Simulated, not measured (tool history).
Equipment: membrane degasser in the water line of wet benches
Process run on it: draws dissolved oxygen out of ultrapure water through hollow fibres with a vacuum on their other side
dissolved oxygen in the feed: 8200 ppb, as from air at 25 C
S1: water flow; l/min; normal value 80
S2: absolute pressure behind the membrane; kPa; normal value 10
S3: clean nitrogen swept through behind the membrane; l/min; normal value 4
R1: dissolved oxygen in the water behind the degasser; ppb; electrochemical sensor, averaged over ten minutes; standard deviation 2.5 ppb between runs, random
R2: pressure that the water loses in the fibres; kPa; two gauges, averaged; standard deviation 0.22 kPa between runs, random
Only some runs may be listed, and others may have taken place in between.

| run | hour | S1 | S2 | S3 | R1 | R2 |
|---|---|---|---|---|---|---|
| 1 | 0 | 80 | 10 | 4 | 327.5 | 53.1 |
| 2 | 61.6 | 59 | 10 | 4 | 239.2 | 39.25 |
| 3 | 191.6 | 59 | 23.5 | 4 | 660.6 | 39.52 |
| 4 | 308.7 | 59 | 23.5 | 4 | 651.5 | 39.4 |
| 5 | 436.1 | 59 | 23.5 | 4 | 653.6 | 39.24 |
| 6 | 502 | 94 | 10 | 4 | 381.8 | 63.01 |
| 7 | 606.9 | 94 | 10 | 4 | 378.5 | 63.47 |
| 8 | 699.4 | 62 | 10 | 4 | 250.1 | 41.63 |
| 9 | 808.3 | 92 | 10 | 4 | 369.2 | 61.67 |
| 10 | 913 | 92 | 10 | 2.76 | 487.1 | 61.25 |
| 11 | 995.4 | 80 | 10 | 5.49 | 253 | 53.68 |
| 12 | 1101.9 | 80 | 10 | 5.49 | 253.1 | 54.07 |
| 13 | 1216.6 | 80 | 10 | 5.49 | 252.7 | 53.79 |
| 14 | 1335.9 | 80 | 10 | 5.49 | 249.4 | 53.71 |
| 15 | 1444.8 | 105 | 19.1 | 1.95 | 1444.5 | 70.61 |
| 16 | 1511 | 105 | 19.1 | 1.95 | 1441.7 | 70.65 |
| 17 | 1612.3 | 105 | 19.1 | 1.95 | 1439.2 | 70.53 |
| 18 | 1724 | 105 | 19.1 | 1.95 | 1440.2 | 70.78 |
| 19 | 1782.4 | 108 | 11.1 | 9.83 | 262.4 | 72.48 |
| 20 | 1910.4 | 67 | 10 | 4 | 277.1 | 45.29 |
| 21 | 1980.7 | 109 | 7.7 | 10.19 | 177.5 | 73.56 |
| 22 | 2091.1 | 109 | 7.7 | 10.19 | 175 | 73.44 |
| 23 | 2155.8 | 94 | 7.7 | 3.94 | 273.8 | 63.9 |
| 24 | 2257 | 94 | 7.7 | 3.94 | 272.6 | 63.44 |
| 25 | 2387.2 | 94 | 7.7 | 3.94 | 270.3 | 63.1 |

Withheld: 2 entries from between the runs. Position of each, and hidden state at the listed run before versus the listed run after:
From run 14 to run 15: vacuum gauge calibrated (hour 1346.5)
  membrane still open, %: 96.8 -> 96.7; true pressure behind the membrane over the reading, kPa: 0.08 -> 0.13; air that leaks in behind the membrane, l/min: 0.007 -> 0.0072
  the result without the hidden state subtracted from the measured one, R1: +7.6 -> +15.6 ppb; R2: +1.71 -> +2.3 kPa
From run 21 to run 22: vacuum gauge calibrated, once more (hour 2083.2)
  true pressure behind the membrane over the reading, kPa: 0.14 -> 0.02; air that leaks in behind the membrane, l/min: 0.0083 -> 0.0085
  the result without the hidden state subtracted from the measured one, R1: +13.7 -> +11.2 ppb; R2: +2.63 -> +2.68 kPa
